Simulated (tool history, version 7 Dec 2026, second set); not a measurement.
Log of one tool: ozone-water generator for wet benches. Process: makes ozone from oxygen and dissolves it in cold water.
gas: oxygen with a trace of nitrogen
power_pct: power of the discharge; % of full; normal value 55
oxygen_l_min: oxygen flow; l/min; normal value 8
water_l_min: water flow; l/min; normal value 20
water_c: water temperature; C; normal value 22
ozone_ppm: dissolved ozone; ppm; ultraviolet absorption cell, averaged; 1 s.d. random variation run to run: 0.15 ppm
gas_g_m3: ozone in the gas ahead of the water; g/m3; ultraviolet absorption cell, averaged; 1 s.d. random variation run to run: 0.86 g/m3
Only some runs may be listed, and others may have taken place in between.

run,hour,power_pct,oxygen_l_min,water_l_min,water_c,ozone_ppm,gas_g_m3
1,0,55,8,20,22,19.1,138.8
2,44,55,8,20,22,19.2,139
3,76.9,55,7.51,20,22,19.6,145.1
4,124.3,55,7.51,20,22,19.2,144.6
5,174.4,55,4.59,20,22,21.3,204
6,206.3,55,4.59,20,22,21.7,202.9
7,253,55,4.59,20,22,21.1,199.6
8,278.7,55,4.59,20,22,21,202.8
9,313.4,55,4.59,20,22,21.7,202.7
10,339.5,55,4.59,20,22,21.5,201.9
11,390.5,55,4.59,20,22,21.4,202.7
12,432.1,55,4.59,20,22,21.1,203
13,466.4,43,8,20,22,15.9,115.7
14,516.8,43,8,25,22,13.3,116.8
15,551.2,43,8,25,22,13.9,115.3
16,588.9,43,8,25,22,13.6,117.1
# hour 606: water thermometer calibrated
17,618.8,43,8,25,22,13.7,117.1
18,652,43,8,25,22,13.7,115.1
19,689.9,55,8,20,15,21.7,135.8
20,713.9,46,12.77,15,19,17.9,88.3
21,762.4,46,8.56,19,19,17.7,114.7
22,787.3,95,13.59,12,20,30.8,137.9
23,816.2,55,7.92,20,29,16.3,137.6
24,854,53,7.92,15,29,19,134.1
25,905.7,88,8.79,19,29,22.8,177.8
26,937.6,55,8,20,15,21.2,137.5
27,963.9,48,8,18,22,18.6,124.4
28,999.5,63,8,20,28,18.5,150.2
29,1029.6,63,8,20,28,18.4,149.8
30,1081.8,72,8,24,28,17.7,165.9
31,1112.5,55,5.63,20,17,22.3,175
32,1165.5,55,8,27,22,14.8,135

3 ways to go on from here, each from the tool as it stands after run 32. What would each give?
A,1202.5,55,8,16,22,?,?
B,1202.5,67,8,20,22,?,?
C,1202.5,55,8,27,24,?,?

run,ozone_ppm,gas_g_m3
A,21.6,135.9
B,21.6,155.5
C,14.3,135.4
Take away the tool's hidden state, keep each run's random variation, and the runs would have read:
run,ozone_ppm,gas_g_m3
A,22.5,139.9
B,22.7,160.7
C,15.1,139.3
